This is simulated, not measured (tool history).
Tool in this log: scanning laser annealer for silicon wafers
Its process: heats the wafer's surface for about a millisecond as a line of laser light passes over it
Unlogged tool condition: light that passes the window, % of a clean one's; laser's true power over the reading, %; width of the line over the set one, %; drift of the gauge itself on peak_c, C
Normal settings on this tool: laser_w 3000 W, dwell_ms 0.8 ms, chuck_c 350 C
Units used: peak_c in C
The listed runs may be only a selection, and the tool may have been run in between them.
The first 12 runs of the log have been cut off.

run	hour	laser_w	dwell_ms	chuck_c	hours of work since the window was cleaned	hours of work since the power meter was calibrated	hours of work since the optics were aligned	peak_c
13	287.2	3000	0.8	350	178	330	527	1054
14	308.3	3000	0.8	350	191	343	540	1055
15	332.8	3000	0.8	350	206	358	555	1053
16	357.3	3000	0.8	350	221	373	571	1050
17	374.6	3000	0.868	350	232	384	581	1077
18	395.6	3000	0.68	365	245	397	594	1020
19	429.7	2983	0.751	321	266	418	615	998
20	453.5	2741	0.561	315	280	433	630	844
21	469	3113	0.569	351	290	442	640	978
22	503.2	3251	0.64	311	311	463	661	1008
23	529.8	3122	0.662	330	328	480	677	1000
24	564.2	2704	0.8	350	349	501	699	960
25	579.9	3000	0.98	314	358	511	708	1071
26	600.7	3000	0.98	314	371	523	721	1071
27	617.5	3000	0.8	354	382	534	731	1041
28	647.5	3154	0.8	350	400	552	750	1085
29	662.7	3154	0.8	350	410	562	759	1082
30	683.7	3245	0.976	315	423	575	772	1147
31	714.9	3000	0.8	377	442	594	792	1066
32	741.3	3000	0.8	377	458	610	808	1062
# hour 754.4: optics aligned, line set to its width
33	761.2	3051	0.717	383	467	620	4	1064

What if the next run were any one of these 5? Each begins from the tool's condition after run 33:
A	788.2	3051	0.777	362	484	636	21	?
B	788.2	2722	0.751	383	484	636	21	?
C	788.2	2687	0.921	350	484	636	21	?
D	788.2	3169	0.606	385	484	636	21	?
E	788.2	3000	0.648	350	484	636	21	?

run	peak_c
A	1070
B	986
C	1002
D	1047
E	985
Take away the tool's hidden state, keep each run's random variation, and the runs would have read:
run	peak_c
A	1103
B	1014
C	1033
D	1078
E	1015
